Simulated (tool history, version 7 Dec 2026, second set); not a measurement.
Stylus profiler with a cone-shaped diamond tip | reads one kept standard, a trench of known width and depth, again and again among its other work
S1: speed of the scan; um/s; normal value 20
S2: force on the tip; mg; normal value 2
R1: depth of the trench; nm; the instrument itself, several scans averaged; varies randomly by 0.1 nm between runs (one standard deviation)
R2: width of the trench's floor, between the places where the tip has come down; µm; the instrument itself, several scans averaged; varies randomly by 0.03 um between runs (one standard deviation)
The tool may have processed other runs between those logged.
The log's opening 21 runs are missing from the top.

run,hour,S1,S2,R1,R2
22,425.2,21,1.03,100.59,48.08
23,440.8,21,1.03,100.75,48.01
24,464.4,39,1.87,101.04,47.95
25,485.1,55,0.8,100.52,47.61
26,496.4,54,1.02,100.8,47.78
27,522,54,1.02,100.71,47.78
28,543.5,20,1.45,101.02,48.02
29,569.3,16,1.4,101.05,48.12
30,589.7,16,1.4,100.74,48.02
31,609.1,71,3.99,102.04,47.84
32,621.6,20,5.36,102.55,48.06
33,635.8,20,5.36,102.76,48.13
34,661.4,69,2.32,101.39,47.81
35,687.9,69,2.32,101.32,47.81
36,714,11,1.6,100.81,48.05
37,736.1,11,1.6,100.97,48.06
38,752.2,11,1.6,100.95,48.01

Alternative continuations, all from the tool just after run 38; predict every row:
A,776.9,28,1.14,?,?
B,776.9,21,1.52,?,?
C,776.9,77,4.07,?,?
D,776.9,5,1.07,?,?
E,776.9,10,2,?,?

run,R1,R2
A,100.71,47.95
B,100.93,47.99
C,102.14,47.78
D,100.63,48.12
E,101.11,48.05
The same runs, with their run-to-run variation unchanged, on a tool lacking any hidden condition would have given:
run,R1,R2
A,101.03,48.41
B,101.25,48.46
C,102.47,48.24
D,100.96,48.58
E,101.43,48.52
